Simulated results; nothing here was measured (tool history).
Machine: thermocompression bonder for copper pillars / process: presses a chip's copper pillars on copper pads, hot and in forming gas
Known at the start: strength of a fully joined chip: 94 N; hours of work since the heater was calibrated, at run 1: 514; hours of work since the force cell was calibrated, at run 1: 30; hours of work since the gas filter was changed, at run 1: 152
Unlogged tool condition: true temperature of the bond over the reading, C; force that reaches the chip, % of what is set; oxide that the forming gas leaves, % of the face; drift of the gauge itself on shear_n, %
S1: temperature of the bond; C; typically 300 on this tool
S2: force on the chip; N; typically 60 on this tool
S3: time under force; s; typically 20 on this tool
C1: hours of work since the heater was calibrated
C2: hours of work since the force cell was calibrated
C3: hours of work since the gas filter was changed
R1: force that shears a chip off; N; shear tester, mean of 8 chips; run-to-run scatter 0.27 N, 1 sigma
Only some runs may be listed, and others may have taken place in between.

run	hour	S1	S2	S3	C1	C2	C3	R1
1	0.0	300	60	20	514	30	152	39.0
2	33.6	300	60	20	533	48	170	39.0
3	72.6	300	60	13	554	69	192	32.7
4	92.8	300	60	13	565	80	203	32.6
5	123.2	300	60	13	581	97	219	32.6
6	152.5	300	60	13	597	112	235	32.4
7	169.8	300	60	13	606	122	244	32.3
8	200.8	300	60	52	623	139	261	53.1
9	239.0	297	60	20	644	159	282	37.3
10	255.1	297	60	20	653	168	291	37.2
11	273.0	320	78	60	663	178	300	69.8
12	290.5	276	48	28	672	187	310	29.8
13	314.4	327	60	25	685	200	323	51.5
14	353.2	327	60	25	706	221	344	52.2

Forecast run 15:
15	372.0	300	60	60	716	232	354	?

Run 15 gave R1 54.9 N.
With no hidden state in the tool, this same run would have given R1 57.0 N.
